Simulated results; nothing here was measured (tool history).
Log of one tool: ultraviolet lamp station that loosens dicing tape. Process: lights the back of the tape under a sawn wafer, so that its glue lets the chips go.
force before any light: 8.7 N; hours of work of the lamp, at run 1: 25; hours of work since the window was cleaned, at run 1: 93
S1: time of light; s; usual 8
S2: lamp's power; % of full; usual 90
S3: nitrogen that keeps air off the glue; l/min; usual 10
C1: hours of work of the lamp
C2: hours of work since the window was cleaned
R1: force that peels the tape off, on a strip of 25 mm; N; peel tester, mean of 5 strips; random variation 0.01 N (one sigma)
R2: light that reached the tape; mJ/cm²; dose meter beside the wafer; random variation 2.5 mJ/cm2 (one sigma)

Run 1, hour 0: usual settings; C1 25; C2 93. Result: R1 0.506 N, R2 280 mJ/cm².
Run 2, hour 21.8: usual settings; C1 37; C2 105. Result: R1 0.524 N, R2 282 mJ/cm².
Run 3, hour 40.5: usual settings; C1 47; C2 115. Result: R1 0.541 N, R2 279 mJ/cm².
Run 4, hour 59.3: usual settings but S1 11 s; C1 57; C2 125. Result: R1 0.334 N, R2 382 mJ/cm².
Run 5, hour 96.2: usual settings; C1 77; C2 145. Result: R1 0.558 N, R2 266 mJ/cm².
Run 6, hour 136.5: usual settings; C1 98; C2 167. Result: R1 0.595 N, R2 264 mJ/cm².
Run 7, hour 163.4: usual settings; C1 113; C2 181. Result: R1 0.589 N, R2 263 mJ/cm².
Run 8, hour 202.3: usual settings; C1 134; C2 202. Result: R1 0.643 N, R2 257 mJ/cm².
Run 9, hour 229.7: usual settings but S2 78 % of full; C1 149; C2 217. Result: R1 0.868 N, R2 220 mJ/cm².
Run 10, hour 263.1: usual settings but S1 5 s; C1 167; C2 235. Result: R1 1.561 N, R2 155 mJ/cm².
Run 11, hour 295.5: usual settings but S1 5 s; C1 184; C2 253. Result: R1 1.601 N, R2 152 mJ/cm².
Run 12, hour 327.7: usual settings but S1 5 s; C1 202; C2 270. Result: R1 1.645 N, R2 149 mJ/cm².
Run 13, hour 347: usual settings but S1 5 s; C1 212; C2 280. Result: R1 1.702 N, R2 147 mJ/cm².
Run 14, hour 370.9: usual settings but S3 8 l/min; C1 225; C2 293. Result: R1 0.874 N, R2 235 mJ/cm².
At hour 375: window cleaned of glue's vapour.
Run 15, hour 400.2: usual settings but S3 8 l/min; C1 240; C2 14. Result: R1 0.928 N, R2 223 mJ/cm².

The next listed run, before its measurement:
Run 16, hour 433.6: usual settings but S1 7 s, S2 80 % of full, S3 8 l/min; C1 258; C2 32. Result: R1 ?, R2 ?.

{"run 16": {"R1": 1.509, "R2": 172}}
Without the tool's hidden state the same run would have given R1 0.876 N, R2 234 mJ/cm².
